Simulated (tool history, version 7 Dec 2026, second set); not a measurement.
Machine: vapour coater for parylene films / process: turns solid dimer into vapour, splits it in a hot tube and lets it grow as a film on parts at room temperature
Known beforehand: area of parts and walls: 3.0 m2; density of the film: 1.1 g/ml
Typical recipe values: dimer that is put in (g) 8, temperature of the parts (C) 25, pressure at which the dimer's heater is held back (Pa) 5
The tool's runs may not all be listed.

run	hour	dimer that is put in (g)	temperature of the parts (C)	pressure at which the dimer's heater is held back (Pa)	thickness of the film (um)
1	0	8	25	5	1.46
2	24.9	8	25	5	1.47
3	54.7	8	29	5	1.27
4	75	8	25	5	1.49
5	110.2	8	25	4.94	1.45
6	141.1	8	25	4.94	1.46
7	164.8	8	20	5	1.72
8	185.1	8	18	5	1.85
9	212.8	8	18	5	1.84
10	234.9	8	18	5	1.81
11	250.4	8	18	5	1.81
# hour 264.4: trap's valve overhauled
12	274.3	8	18	5	1.83
13	309.1	8	18	5	1.82
14	337.5	8	25	5	1.45
15	366	8	25	5	1.47
16	400	8	25	5	1.47
17	434.6	8	31	5	1.21
18	469.7	8	31	5	1.23
19	487.7	8	31	5	1.18
20	510.9	8	31	5	1.22
21	547.2	8	31	5	1.22
22	568.5	8	24	5.13	1.51

Run 23 is up next; what results do you expect?
23	596	7	29	8.89	?

thickness of the film (um): 1.11
If the tool had no hidden condition, the same run with the same run-to-run variation would have returned thickness of the film (um) 1.11.
